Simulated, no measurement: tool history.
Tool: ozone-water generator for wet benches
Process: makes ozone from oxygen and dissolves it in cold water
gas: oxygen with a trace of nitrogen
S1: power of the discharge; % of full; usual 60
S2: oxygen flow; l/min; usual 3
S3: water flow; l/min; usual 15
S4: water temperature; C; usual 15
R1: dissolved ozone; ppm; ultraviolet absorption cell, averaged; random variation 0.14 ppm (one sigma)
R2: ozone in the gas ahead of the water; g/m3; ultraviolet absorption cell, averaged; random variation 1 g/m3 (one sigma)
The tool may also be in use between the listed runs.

{"run": 1, "hour": 0.0, "S1": 60, "S2": 3, "S3": 15, "S4": 15, "R1": 16, "R2": 168.3}
{"run": 2, "hour": 13.4, "S1": 60, "S2": 3, "S3": 15, "S4": 15, "R1": 15.7, "R2": 168.9}
{"run": 3, "hour": 27.0, "S1": 60, "S2": 3, "S3": 15, "S4": 15, "R1": 15.5, "R2": 167.9}
{"run": 4, "hour": 43.7, "S1": 60, "S2": 3, "S3": 15, "S4": 15, "R1": 15.8, "R2": 168.5}
{"run": 5, "hour": 69.2, "S1": 60, "S2": 3, "S3": 15, "S4": 15, "R1": 15.8, "R2": 167.8}
{"run": 6, "hour": 95.0, "S1": 60, "S2": 3, "S3": 15, "S4": 15, "R1": 15.6, "R2": 167.5}
{"run": 7, "hour": 117.2, "S1": 60, "S2": 3, "S3": 19, "S4": 15, "R1": 12.4, "R2": 167.3}
{"run": 8, "hour": 135.3, "S1": 60, "S2": 3, "S3": 19, "S4": 15, "R1": 12.7, "R2": 166.8}
{"run": 9, "hour": 151.8, "S1": 60, "S2": 3, "S3": 15, "S4": 12, "R1": 16.3, "R2": 168.8}
{"run": 10, "hour": 164.9, "S1": 65, "S2": 3, "S3": 15, "S4": 15, "R1": 16.8, "R2": 178.3}
{"run": 11, "hour": 181.9, "S1": 65, "S2": 3, "S3": 15, "S4": 15, "R1": 16.4, "R2": 175.6}
{"run": 12, "hour": 199.8, "S1": 65, "S2": 3, "S3": 15, "S4": 15, "R1": 16.7, "R2": 175.9}
{"run": 13, "hour": 229.0, "S1": 65, "S2": 3, "S3": 15, "S4": 15, "R1": 16.7, "R2": 175.9}
{"run": 14, "hour": 252.2, "S1": 65, "S2": 3, "S3": 15, "S4": 15, "R1": 16.7, "R2": 177.2}
{"run": 15, "hour": 279.6, "S1": 65, "S2": 3, "S3": 15, "S4": 15, "R1": 16.4, "R2": 176.5}
{"hour": 298.3, "done": "contactor cleaned"}
{"run": 16, "hour": 310.8, "S1": 65, "S2": 3, "S3": 15, "S4": 15, "R1": 17, "R2": 176}
{"run": 17, "hour": 324.5, "S1": 65, "S2": 3, "S3": 15, "S4": 15, "R1": 17, "R2": 175.9}
{"run": 18, "hour": 350.0, "S1": 96, "S2": 3, "S3": 15, "S4": 11, "R1": 23.7, "R2": 231}
{"run": 19, "hour": 366.2, "S1": 81, "S2": 3, "S3": 12, "S4": 15, "R1": 24, "R2": 206.7}
{"run": 20, "hour": 391.6, "S1": 81, "S2": 1.55, "S3": 18, "S4": 15, "R1": 15.5, "R2": 310.2}
{"run": 21, "hour": 418.0, "S1": 52, "S2": 1.55, "S3": 16, "S4": 15, "R1": 12.8, "R2": 229.6}
{"run": 22, "hour": 432.1, "S1": 52, "S2": 1.55, "S3": 16, "S4": 15, "R1": 12.9, "R2": 225.3}
{"run": 23, "hour": 457.3, "S1": 92, "S2": 4.32, "S3": 16, "S4": 12, "R1": 21.2, "R2": 180.8}
{"run": 24, "hour": 482.0, "S1": 55, "S2": 4.56, "S3": 9, "S4": 8, "R1": 24, "R2": 121.3}
{"run": 25, "hour": 502.5, "S1": 75, "S2": 3.59, "S3": 17, "S4": 22, "R1": 15.3, "R2": 176}
{"run": 26, "hour": 534.4, "S1": 60, "S2": 3, "S3": 10, "S4": 15, "R1": 22.3, "R2": 166.4}
{"run": 27, "hour": 557.8, "S1": 64, "S2": 1.56, "S3": 13, "S4": 10, "R1": 18.8, "R2": 262}
{"run": 28, "hour": 584.7, "S1": 61, "S2": 3, "S3": 15, "S4": 8, "R1": 17.5, "R2": 167.7}
{"run": 29, "hour": 599.6, "S1": 61, "S2": 3, "S3": 15, "S4": 8, "R1": 17.4, "R2": 167.5}
{"run": 30, "hour": 631.2, "S1": 41, "S2": 4, "S3": 13, "S4": 20, "R1": 12.7, "R2": 107.4}
{"run": 31, "hour": 657.1, "S1": 41, "S2": 4, "S3": 13, "S4": 20, "R1": 12.7, "R2": 106.5}
{"run": 32, "hour": 689.3, "S1": 41, "S2": 4, "S3": 13, "S4": 20, "R1": 12.5, "R2": 107.5}
{"run": 33, "hour": 719.0, "S1": 41, "S2": 3, "S3": 14, "S4": 22, "R1": 11.9, "R2": 128.3}

Forecast each of these 3 alternatives for the next run:
{"run": "A", "hour": 749.1, "S1": 41, "S2": 3, "S3": 13, "S4": 16, "R1": "?", "R2": "?"}
{"run": "B", "hour": 749.1, "S1": 41, "S2": 4.03, "S3": 14, "S4": 10, "R1": "?", "R2": "?"}
{"run": "C", "hour": 749.1, "S1": 60, "S2": 3, "S3": 15, "S4": 15, "R1": "?", "R2": "?"}

run=A R1=13.8 R2=126.8
run=B R1=13.7 R2=105.3
run=C R1=15.9 R2=164.9
Without the tool's hidden state the same runs would have given:
run=A R1=14.2 R2=130.1
run=B R1=14.2 R2=108.1
run=C R1=16.6 R2=171.2

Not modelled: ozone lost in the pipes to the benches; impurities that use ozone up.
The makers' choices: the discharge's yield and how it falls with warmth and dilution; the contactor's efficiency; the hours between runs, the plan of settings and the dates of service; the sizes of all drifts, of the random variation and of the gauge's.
